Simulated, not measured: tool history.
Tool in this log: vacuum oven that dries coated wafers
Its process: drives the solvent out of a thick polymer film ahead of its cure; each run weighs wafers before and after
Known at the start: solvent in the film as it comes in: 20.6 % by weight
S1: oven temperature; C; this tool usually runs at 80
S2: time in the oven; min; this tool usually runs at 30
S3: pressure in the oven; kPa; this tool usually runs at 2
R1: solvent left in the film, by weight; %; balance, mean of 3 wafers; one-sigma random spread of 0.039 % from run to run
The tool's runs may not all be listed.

run,hour,S1,S2,S3,R1
1,0,80,30,2,1.94
2,18.1,80,30,2,1.95
3,48,80,30,2,1.94
4,80.5,80,16,2,3.77
5,121.4,80,16,2,3.87
6,161.9,80,16,2,3.75
7,184.7,80,16,2,3.75
8,214.5,80,16,2,3.84
9,253,80,16,2,3.8
10,277.1,80,16,2,3.79
11,304.8,80,16,2,3.73
12,326.7,65,30,2,5.15
13,361.1,65,19,1.83,7.16
14,385.5,65,19,2.92,8.2
15,423.9,95,19,4.26,1.86
# hour 456: vacuum gauge cleaned of residue and calibrated
16,462.5,65,27,1.21,4.43
17,490.7,93,22,2,0.92
18,520.9,68,35,1.78,3.15
19,552.8,68,35,1.78,3.1

Measured less the same run without the tool's hidden state. The same run-to-run variation is in both; the gauge's scatter may not be:
The hidden state here: true wafer temperature over the reading, C; true pressure over the reading, kPa; drift of the gauge itself on solvent_pct, %.
run,R1
1,+0.1
2,+0.1
3,+0.1
4,-0.06
5,-0.06
6,-0.07
7,-0.08
8,-0.08
9,-0.09
10,-0.09
11,-0.09
12,+0.02
13,-0.09
14,-0.13
15,+0.01
16,-0.47
17,-0.09
18,-0.37
19,-0.37
